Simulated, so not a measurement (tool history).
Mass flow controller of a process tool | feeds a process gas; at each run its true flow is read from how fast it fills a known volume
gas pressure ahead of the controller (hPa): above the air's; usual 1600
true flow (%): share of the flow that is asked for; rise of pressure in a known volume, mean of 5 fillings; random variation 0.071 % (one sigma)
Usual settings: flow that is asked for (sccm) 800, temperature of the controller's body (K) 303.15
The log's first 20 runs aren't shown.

run    hour  flow that is asked for (sccm)  gas pressure ahead of the controller (hPa)  temperature of the controller's body (K)  hours of work since the controller was set to zero  hours of work since the controller was changed  true flow (%)
 21  5448.6                            141                                        1600                                    295.15                                                 450                                             450         100.42
 22  5735.9                            800                                        1600                                    312.15                                                 669                                             669         103.70
 23  6029.6                            800                                        1600                                    312.15                                                 892                                             892         103.66
 24  6206.3                            800                                        1600                                    312.15                                                1027                                            1027         103.84
 25  6398.8                            800                                        1760                                    303.15                                                1173                                            1173         102.62
 26  6750.5                            800                                        2560                                    300.15                                                1441                                            1441         102.13
 27  7082.5                            121                                        2260                                    306.15                                                1694                                            1694         102.06
 28  7379.2                            800                                        1600                                    304.15                                                1920                                            1920         103.27
 29  7613.8                            342                                        1950                                    311.15                                                2099                                            2099         103.28
 30  7794.8                            342                                        1950                                    311.15                                                2237                                            2237         103.36

The next listed run, before its measurement:
     7884.4  -- gauge calibrated
 31  7958.1                            387                                        1580                                    303.15                                                2361                                            2361              ?

true flow (%): 99.74
Without the tool's hidden state the same run would have given true flow (%) 99.71.

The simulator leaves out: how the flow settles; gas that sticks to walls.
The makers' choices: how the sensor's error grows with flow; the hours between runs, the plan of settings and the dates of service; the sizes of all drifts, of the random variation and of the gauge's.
